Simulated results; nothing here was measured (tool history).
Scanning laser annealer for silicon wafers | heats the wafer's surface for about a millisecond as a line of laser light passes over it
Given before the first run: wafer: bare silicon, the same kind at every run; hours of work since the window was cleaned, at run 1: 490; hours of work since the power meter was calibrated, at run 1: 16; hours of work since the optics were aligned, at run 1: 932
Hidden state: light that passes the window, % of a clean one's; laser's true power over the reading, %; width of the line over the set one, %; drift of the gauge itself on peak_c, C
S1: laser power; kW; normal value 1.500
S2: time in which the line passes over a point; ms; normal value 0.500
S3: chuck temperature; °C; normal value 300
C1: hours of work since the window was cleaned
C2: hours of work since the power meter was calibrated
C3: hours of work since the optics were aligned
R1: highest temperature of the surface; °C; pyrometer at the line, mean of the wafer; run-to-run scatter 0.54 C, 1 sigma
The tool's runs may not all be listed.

run	hour	S1	S2	S3	C1	C2	C3	R1
1	0.0	1.500	0.500	300	490	16	932	1000.3
2	8.6	1.500	0.500	300	496	22	938	999.6
3	15.2	1.500	0.500	300	501	27	943	999.9
4	25.6	1.500	0.500	300	509	35	951	1000.5
5	37.3	1.500	0.500	300	518	43	960	999.2
6	48.0	1.500	0.500	300	526	51	968	999.1
7	53.5	1.500	0.500	300	530	56	972	998.8
8	62.7	1.500	0.500	300	537	62	979	998.1
9	75.2	1.500	0.500	300	546	72	988	999.2
10	81.6	1.500	0.500	300	551	77	993	999.7
# hour 85.6: laser's power meter calibrated
11	96.9	1.500	0.500	300	560	8	1002	998.3
12	107.3	1.500	0.500	300	568	16	1010	998.5
13	113.5	1.500	0.500	300	572	21	1015	998.1
14	119.5	1.500	0.500	270	577	25	1019	968.8
# hour 126.4: laser's power meter calibrated, once more
15	132.8	1.358	0.525	261	585	5	1027	904.7
16	144.7	1.358	0.525	261	594	14	1036	904.6
17	157.4	1.500	0.532	300	603	23	1045	1021.9
18	164.5	1.500	0.532	300	608	29	1050	1022.0
19	174.4	1.312	0.560	300	616	36	1058	941.9
20	179.7	1.312	0.560	300	620	40	1062	942.3
21	186.4	1.500	0.600	300	625	45	1067	1071.3
22	198.8	1.396	0.407	290	634	54	1076	865.1
23	204.2	1.456	0.500	284	638	58	1080	958.8
24	211.9	1.440	0.385	322	644	64	1086	899.1
25	222.0	1.440	0.385	322	651	72	1094	899.3
26	232.5	1.440	0.385	322	659	79	1101	899.2

3 ways to go on from here, each from the tool as it stands after run 26. What would each give?
A	238.7	1.440	0.558	274	664	84	1106	?
B	238.7	1.500	0.402	281	664	84	1106	?
C	238.7	1.294	0.354	313	664	84	1106	?

run	R1
A	982.0
B	898.6
C	804.3
With no hidden state in the tool, these same runs would have given:
run	R1
A	1003.8
B	917.6
C	819.3
